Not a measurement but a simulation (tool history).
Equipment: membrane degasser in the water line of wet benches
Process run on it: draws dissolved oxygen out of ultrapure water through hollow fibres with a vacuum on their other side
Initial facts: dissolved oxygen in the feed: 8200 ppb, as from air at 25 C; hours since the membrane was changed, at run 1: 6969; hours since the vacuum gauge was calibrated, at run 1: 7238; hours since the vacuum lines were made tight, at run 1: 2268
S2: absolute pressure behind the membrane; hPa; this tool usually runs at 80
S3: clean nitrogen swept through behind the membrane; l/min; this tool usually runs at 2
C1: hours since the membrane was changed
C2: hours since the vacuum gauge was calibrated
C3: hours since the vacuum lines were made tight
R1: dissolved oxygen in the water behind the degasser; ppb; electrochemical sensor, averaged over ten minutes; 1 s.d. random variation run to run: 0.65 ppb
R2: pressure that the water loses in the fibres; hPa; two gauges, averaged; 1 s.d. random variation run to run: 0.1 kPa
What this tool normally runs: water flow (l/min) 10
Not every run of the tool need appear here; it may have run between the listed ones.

Run 1, hour 0: usual settings; C1 6969; C2 7238; C3 2268. Result: R1 66.9 ppb, R2 276.3 hPa.
Run 2, hour 161.7: usual settings; C1 7130; C2 7400; C3 2430. Result: R1 66.7 ppb, R2 275.2 hPa.
Run 3, hour 346.6: usual settings; C1 7315; C2 7585; C3 2615. Result: R1 67.2 ppb, R2 277.6 hPa.
At hour 514.3: vacuum gauge calibrated.
Run 4, hour 515.6: usual settings; C1 7484; C2 1; C3 2783. Result: R1 67.4 ppb, R2 275.3 hPa.
Run 5, hour 646: usual settings; C1 7614; C2 132; C3 2914. Result: R1 67.9 ppb, R2 275.6 hPa.
Run 6, hour 765.1: usual settings; C1 7733; C2 251; C3 3033. Result: R1 68.2 ppb, R2 277.2 hPa.
Run 7, hour 936.5: usual settings but S2 87.6 hPa; C1 7905; C2 422; C3 3204. Result: R1 75.4 ppb, R2 275 hPa.
Run 8, hour 1130.4: usual settings but S2 87.6 hPa; C1 8098; C2 616; C3 3398. Result: R1 75.2 ppb, R2 275.3 hPa.
Run 9, hour 1262: usual settings; C1 8230; C2 748; C3 3530. Result: R1 67.2 ppb, R2 273.6 hPa.
Run 10, hour 1453.8: usual settings; C1 8422; C2 939; C3 3721. Result: R1 67.6 ppb, R2 273.7 hPa.
Run 11, hour 1626.9: usual settings; C1 8595; C2 1113; C3 3895. Result: R1 66.4 ppb, R2 272.8 hPa.
Run 12, hour 1726.9: usual settings; C1 8695; C2 1213; C3 3995. Result: R1 67.3 ppb, R2 274.1 hPa.
Run 13, hour 1903.5: usual settings but S3 3.58 l/min; C1 8872; C2 1389; C3 4171. Result: R1 41.8 ppb, R2 272.9 hPa.
Run 14, hour 2081.1: usual settings but S3 3.58 l/min; C1 9049; C2 1567; C3 4349. Result: R1 41.9 ppb, R2 273.6 hPa.
Run 15, hour 2196.8: usual settings but water flow (l/min) 8, S3 1.2 l/min; C1 9165; C2 1682; C3 4464. Result: R1 78.9 ppb, R2 218.7 hPa.
Run 16, hour 2294.4: usual settings but water flow (l/min) 11, S3 3.33 l/min; C1 9263; C2 1780; C3 4562. Result: R1 53.1 ppb, R2 299.7 hPa.
Run 17, hour 2384.7: usual settings but water flow (l/min) 9, S2 99.7 hPa, S3 4.1 l/min; C1 9353; C2 1870; C3 4652. Result: R1 41.6 ppb, R2 245.3 hPa.
Run 18, hour 2476.1: usual settings but water flow (l/min) 15, S2 71.8 hPa, S3 4.08 l/min; C1 9444; C2 1962; C3 4744. Result: R1 96 ppb, R2 410.1 hPa.
Run 19, hour 2677: usual settings but water flow (l/min) 14, S2 188.8 hPa, S3 0.94 l/min; C1 9645; C2 2163; C3 4945. Result: R1 547.8 ppb, R2 381.3 hPa.
At hour 2728.2: seals of the vacuum lines changed.
Run 20, hour 2781.8: usual settings but water flow (l/min) 7, S2 80.5 hPa, S3 0.82 l/min; C1 9748; C2 2266; C3 54. Result: R1 100 ppb, R2 189.6 hPa.
Run 21, hour 2880.8: usual settings but water flow (l/min) 6, S2 100.9 hPa; C1 9847; C2 2365; C3 153. Result: R1 52.3 ppb, R2 164.2 hPa.
Run 22, hour 2974: usual settings but S2 169.4 hPa, S3 5.28 l/min; C1 9940; C2 2458; C3 246. Result: R1 73.7 ppb, R2 271.1 hPa.
Run 23, hour 3062.6: usual settings but S2 169.4 hPa, S3 5.28 l/min; C1 10029; C2 2546; C3 334. Result: R1 72.5 ppb, R2 272.6 hPa.
Run 24, hour 3229.4: usual settings but S3 1.46 l/min; C1 10195; C2 2713; C3 501. Result: R1 88.4 ppb, R2 271.8 hPa.

What if the next run were any one of these 3? Each begins from the tool's condition after run 24:
Run A, hour 3406.6: usual settings but water flow (l/min) 9, S2 63.6 hPa, S3 1.46 l/min; C1 10373; C2 2890; C3 678. Result: R1 ?, R2 ?.
Run B, hour 3406.6: usual settings but water flow (l/min) 14, S2 108 hPa; C1 10373; C2 2890; C3 678. Result: R1 ?, R2 ?.
Run C, hour 3406.6: usual settings but S2 154.7 hPa, S3 2.42 l/min; C1 10373; C2 2890; C3 678. Result: R1 ?, R2 ?.

run     R1     R2
  A     52  243.5
  B  172.3  378.8
  C  133.1  270.8
Take away the tool's hidden state, keep each run's random variation, and the runs would have read:
run     R1     R2
  A   51.9  248.5
  B  172.1  386.4
  C    133  276.3
